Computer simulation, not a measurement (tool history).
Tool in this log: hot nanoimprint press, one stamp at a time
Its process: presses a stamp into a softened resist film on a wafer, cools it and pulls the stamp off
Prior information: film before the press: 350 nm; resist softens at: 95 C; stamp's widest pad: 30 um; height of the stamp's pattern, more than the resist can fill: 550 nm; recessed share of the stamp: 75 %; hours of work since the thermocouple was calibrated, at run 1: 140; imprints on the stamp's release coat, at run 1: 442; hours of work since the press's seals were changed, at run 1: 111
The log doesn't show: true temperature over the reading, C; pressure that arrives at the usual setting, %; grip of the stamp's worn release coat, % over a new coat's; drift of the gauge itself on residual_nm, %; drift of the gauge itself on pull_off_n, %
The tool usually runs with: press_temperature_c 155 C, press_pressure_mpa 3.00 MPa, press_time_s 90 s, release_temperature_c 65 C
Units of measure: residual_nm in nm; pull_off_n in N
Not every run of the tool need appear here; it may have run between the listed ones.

run    day  press_temperature_c  press_pressure_mpa  press_time_s  release_temperature_c  hours of work since the thermocouple was calibrated  imprints on the stamp's release coat  hours of work since the press's seals were changed  residual_nm  pull_off_n
  1  0.000                  155                3.00            90                     65                                                  140                                   442                                                 111        157.6         159
  2  0.333                  155                3.00            90                     65                                                  144                                   457                                                 115        157.2         155
  3  0.704                  155                3.00            90                     65                                                  148                                   473                                                 119        157.5         159
  4  1.083                  155                3.00            90                     65                                                  152                                   489                                                 124        157.5         158
  5  1.329                  155                3.00            90                     65                                                  155                                   500                                                 127        157.2         158
  6  1.571                  155                3.00            90                     65                                                  158                                   510                                                 129        157.9         161
  7  2.021                  155                3.46            90                     65                                                  163                                   530                                                 135        146.1         161
  8  2.350                  155                3.00            90                     65                                                  167                                   544                                                 139        157.5         161
  9  2.696                  155                3.00            90                     52                                                  171                                   560                                                 143        157.2         201
     3.158  -- stamp cleaned and given a new release coat
 10  3.271                  156                3.00            90                     71                                                  175                                     5                                                 146        151.2         120
 11  3.546                  156                3.00            62                     71                                                  178                                    17                                                 150        172.5         123

Run 12 has not been measured yet. What should we expect?
 12  3.912                  156                3.00           138                     71                                                  183                                    33                                                 154            ?           ?

residual_nm: 128.7 nm
pull_off_n: 123 N
Had the tool carried no hidden state, the very same run would have given residual_nm 130.2 nm, pull_off_n 123 N.
